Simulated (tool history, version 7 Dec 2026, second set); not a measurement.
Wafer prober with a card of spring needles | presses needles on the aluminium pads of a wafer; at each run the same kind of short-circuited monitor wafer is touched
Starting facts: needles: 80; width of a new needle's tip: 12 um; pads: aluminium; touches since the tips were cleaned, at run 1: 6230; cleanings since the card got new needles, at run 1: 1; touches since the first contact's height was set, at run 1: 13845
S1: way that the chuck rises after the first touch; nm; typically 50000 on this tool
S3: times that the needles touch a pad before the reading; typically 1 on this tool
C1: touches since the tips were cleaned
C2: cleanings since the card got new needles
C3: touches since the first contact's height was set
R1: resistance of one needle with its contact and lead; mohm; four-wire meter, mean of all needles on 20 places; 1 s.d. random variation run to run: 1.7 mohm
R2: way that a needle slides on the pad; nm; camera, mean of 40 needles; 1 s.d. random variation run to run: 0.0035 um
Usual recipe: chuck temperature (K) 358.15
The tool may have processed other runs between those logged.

run 1 hour=0 | S1=50000 chuck_temperature_(K)=358.15 S3=1 | C1=6230 C2=1 C3=13845 | R1=306 R2=7671
-- hour=2.6 tips cleaned on abrasive film
run 2 hour=5.8 | S1=50000 chuck_temperature_(K)=336.15 S3=1 | C1=1102 C2=2 C3=15814 | R1=214 R2=7664
run 3 hour=11.1 | S1=41000 chuck_temperature_(K)=358.15 S3=1 | C1=2925 C2=2 C3=17637 | R1=300 R2=6279
-- hour=23.5 tips cleaned on abrasive film
run 4 hour=23.7 | S1=50000 chuck_temperature_(K)=346.15 S3=1 | C1=68 C2=3 C3=21965 | R1=173 R2=7660
run 5 hour=30.5 | S1=50000 chuck_temperature_(K)=308.15 S3=1 | C1=2395 C2=3 C3=24292 | R1=238 R2=7653
run 6 hour=41.1 | S1=32000 chuck_temperature_(K)=358.15 S3=1 | C1=6038 C2=3 C3=27935 | R1=461 R2=4887
-- hour=45 tips cleaned on abrasive film
run 7 hour=52.3 | S1=50000 chuck_temperature_(K)=358.15 S3=1 | C1=2511 C2=4 C3=31763 | R1=253 R2=7649
run 8 hour=58.8 | S1=50000 chuck_temperature_(K)=358.15 S3=1 | C1=4777 C2=4 C3=34029 | R1=283 R2=7644
-- hour=66.3 tips cleaned on abrasive film
run 9 hour=67.1 | S1=50000 chuck_temperature_(K)=358.15 S3=1 | C1=304 C2=5 C3=36862 | R1=185 R2=7644
run 10 hour=79.3 | S1=50000 chuck_temperature_(K)=358.15 S3=1 | C1=4507 C2=5 C3=41065 | R1=286 R2=7643
-- hour=87.3 tips cleaned on abrasive film
run 11 hour=87.3 | S1=50000 chuck_temperature_(K)=358.15 S3=2 | C1=0 C2=6 C3=43763 | R1=172 R2=7636
run 12 hour=97.6 | S1=31000 chuck_temperature_(K)=358.15 S3=1 | C1=3572 C2=6 C3=47335 | R1=435 R2=4717
run 13 hour=107.3 | S1=50000 chuck_temperature_(K)=358.15 S3=1 | C1=6917 C2=6 C3=50680 | R1=311 R2=7640
-- hour=108.1 tips cleaned on abrasive film
run 14 hour=114 | S1=50000 chuck_temperature_(K)=358.15 S3=1 | C1=2063 C2=7 C3=52964 | R1=244 R2=7626
run 15 hour=126.4 | S1=50000 chuck_temperature_(K)=358.15 S3=1 | C1=6334 C2=7 C3=57235 | R1=305 R2=7627
-- hour=129.2 tips cleaned on abrasive film
run 16 hour=137.8 | S1=50000 chuck_temperature_(K)=358.15 S3=1 | C1=2963 C2=8 C3=61134 | R1=265 R2=7624
run 17 hour=149.2 | S1=50000 chuck_temperature_(K)=354.15 S3=1 | C1=6894 C2=8 C3=65065 | R1=308 R2=7618
-- hour=150.4 tips cleaned on abrasive film
-- hour=153 height of the first contact set anew
run 18 hour=161.2 | S1=36000 chuck_temperature_(K)=316.15 S3=3 | C1=3620 C2=9 C3=2829 | R1=240 R2=5437
run 19 hour=167 | S1=36000 chuck_temperature_(K)=316.15 S3=3 | C1=5632 C2=9 C3=4841 | R1=256 R2=5435
-- hour=171.6 tips cleaned on abrasive film
run 20 hour=176.8 | S1=50000 chuck_temperature_(K)=316.15 S3=3 | C1=1799 C2=10 C3=8169 | R1=184 R2=7570
run 21 hour=188.3 | S1=35000 chuck_temperature_(K)=312.15 S3=1 | C1=5750 C2=10 C3=12120 | R1=435 R2=5265
-- hour=192.1 tips cleaned on abrasive film
run 22 hour=194.3 | S1=35000 chuck_temperature_(K)=312.15 S3=1 | C1=750 C2=11 C3=14167 | R1=247 R2=5260
run 23 hour=205.7 | S1=35000 chuck_temperature_(K)=312.15 S3=2 | C1=4683 C2=11 C3=18100 | R1=312 R2=5265
-- hour=212.6 tips cleaned on abrasive film
run 24 hour=216.3 | S1=35000 chuck_temperature_(K)=312.15 S3=2 | C1=1275 C2=12 C3=21713 | R1=232 R2=5247
run 25 hour=223.5 | S1=35000 chuck_temperature_(K)=312.15 S3=2 | C1=3785 C2=12 C3=24223 | R1=302 R2=5256
-- hour=226.3 height of the first contact set anew, once more
run 26 hour=231.6 | S1=31000 chuck_temperature_(K)=331.15 S3=1 | C1=6474 C2=12 C3=1851 | R1=494 R2=4758
-- hour=234.2 tips cleaned on abrasive film
run 27 hour=240 | S1=50000 chuck_temperature_(K)=353.15 S3=2 | C1=2007 C2=13 C3=4690 | R1=209 R2=7669
run 28 hour=252.3 | S1=54000 chuck_temperature_(K)=344.15 S3=1 | C1=6248 C2=13 C3=8931 | R1=283 R2=8283
-- hour=255.2 tips cleaned on abrasive film
run 29 hour=262.1 | S1=35000 chuck_temperature_(K)=344.15 S3=1 | C1=2384 C2=14 C3=12295 | R1=325 R2=5352
run 30 hour=274.3 | S1=35000 chuck_temperature_(K)=349.15 S3=3 | C1=6590 C2=14 C3=16501 | R1=266 R2=5359
-- hour=275.7 tips cleaned on abrasive film
run 31 hour=285.8 | S1=46000 chuck_temperature_(K)=356.15 S3=1 | C1=3490 C2=15 C3=20424 | R1=293 R2=7037

What differs in the tool's unlogged condition from the final listed run ahead of each entry between runs to the first listed run following it?
Runs 1 to 2: tips cleaned on abrasive film (hour 2.6)
  debris on the tips, nm: 118.5 -> 41.3; way that the needles fall short of the set height, um: 0.05 -> 0.09; tips' diameter, um: 12.02 -> 12.03
  measured result minus the result with no hidden state, R1: +141 -> +52 mohm; R2: -7 -> -14 nm
Runs 3 to 4: tips cleaned on abrasive film (hour 23.5)
  debris on the tips, nm: 81 -> 8.1; way that the needles fall short of the set height, um: 0.09 -> 0.14; tips' diameter, um: 12.03 -> 12.05
  measured result minus the result with no hidden state, R1: +133 -> +10 mohm; R2: -14 -> -22 nm
Runs 6 to 7: tips cleaned on abrasive film (hour 45)
  debris on the tips, nm: 114.7 -> 73; way that the needles fall short of the set height, um: 0.14 -> 0.18; tips' diameter, um: 12.05 -> 12.06
  measured result minus the result with no hidden state, R1: +285 -> +87 mohm; R2: -22 -> -28 nm
Runs 8 to 9: tips cleaned on abrasive film (hour 66.3)
  debris on the tips, nm: 102.9 -> 16.8; way that the needles fall short of the set height, um: 0.18 -> 0.22; tips' diameter, um: 12.06 -> 12.08
  measured result minus the result with no hidden state, R1: +121 -> +21 mohm; R2: -28 -> -34 nm
Runs 10 to 11: tips cleaned on abrasive film (hour 87.3)
  debris on the tips, nm: 101.3 -> 11.3; way that the needles fall short of the set height, um: 0.22 -> 0.27; tips' diameter, um: 12.08 -> 12.09
  measured result minus the result with no hidden state, R1: +122 -> +8 mohm; R2: -34 -> -42 nm
Runs 13 to 14: tips cleaned on abrasive film (hour 108.1)
  debris on the tips, nm: 120.5 -> 64.3; way that the needles fall short of the set height, um: 0.27 -> 0.32; tips' diameter, um: 12.09 -> 12.11
  measured result minus the result with no hidden state, R1: +145 -> +78 mohm; R2: -41 -> -50 nm
Runs 15 to 16: tips cleaned on abrasive film (hour 129.2)
  debris on the tips, nm: 117.7 -> 83.8; way that the needles fall short of the set height, um: 0.32 -> 0.39; tips' diameter, um: 12.11 -> 12.14
  measured result minus the result with no hidden state, R1: +141 -> +102 mohm; R2: -49 -> -59 nm
Runs 17 to 18: tips cleaned on abrasive film (hour 150.4); height of the first contact set anew (hour 153)
  debris on the tips, nm: 120 -> 90.8; way that the needles fall short of the set height, um: 0.39 -> 0.61; tips' diameter, um: 12.14 -> 12.15
  measured result minus the result with no hidden state, R1: +145 -> +75 mohm; R2: -59 -> -93 nm
Runs 19 to 20: tips cleaned on abrasive film (hour 171.6)
  debris on the tips, nm: 111.7 -> 60.9; way that the needles fall short of the set height, um: 0.61 -> 0.68; tips' diameter, um: 12.15 -> 12.18
  measured result minus the result with no hidden state, R1: +92 -> +29 mohm; R2: -94 -> -105 nm
Runs 21 to 22: tips cleaned on abrasive film (hour 192.1)
  debris on the tips, nm: 114.2 -> 34.5; way that the needles fall short of the set height, um: 0.68 -> 0.75; tips' diameter, um: 12.18 -> 12.2
  measured result minus the result with no hidden state, R1: +274 -> +84 mohm; R2: -105 -> -114 nm
Runs 23 to 24: tips cleaned on abrasive film (hour 212.6)
  debris on the tips, nm: 103 -> 48.4; way that the needles fall short of the set height, um: 0.75 -> 0.8; tips' diameter, um: 12.2 -> 12.22
  measured result minus the result with no hidden state, R1: +149 -> +70 mohm; R2: -114 -> -123 nm
Runs 25 to 26: height of the first contact set anew, once more (hour 226.3)
  debris on the tips, nm: 93.7 -> 116.8; way that the needles fall short of the set height, um: 0.8 -> 0
  measured result minus the result with no hidden state, R1: +138 -> +323 mohm; R2: -122 -> +0 nm
Runs 26 to 27: tips cleaned on abrasive film (hour 234.2)
  debris on the tips, nm: 116.8 -> 62; way that the needles fall short of the set height, um: 0 -> 0.07; tips' diameter, um: 12.22 -> 12.24
  measured result minus the result with no hidden state, R1: +323 -> +45 mohm; R2: +0 -> -10 nm
Runs 28 to 29: tips cleaned on abrasive film (hour 255.2)
  debris on the tips, nm: 115.7 -> 70.2; way that the needles fall short of the set height, um: 0.07 -> 0.13; tips' diameter, um: 12.24 -> 12.26
  measured result minus the result with no hidden state, R1: +125 -> +157 mohm; R2: -10 -> -20 nm
Runs 30 to 31: tips cleaned on abrasive film (hour 275.7)
  debris on the tips, nm: 118 -> 90; way that the needles fall short of the set height, um: 0.13 -> 0.18; tips' diameter, um: 12.26 -> 12.28
  measured result minus the result with no hidden state, R1: +95 -> +126 mohm; R2: -20 -> -27 nm

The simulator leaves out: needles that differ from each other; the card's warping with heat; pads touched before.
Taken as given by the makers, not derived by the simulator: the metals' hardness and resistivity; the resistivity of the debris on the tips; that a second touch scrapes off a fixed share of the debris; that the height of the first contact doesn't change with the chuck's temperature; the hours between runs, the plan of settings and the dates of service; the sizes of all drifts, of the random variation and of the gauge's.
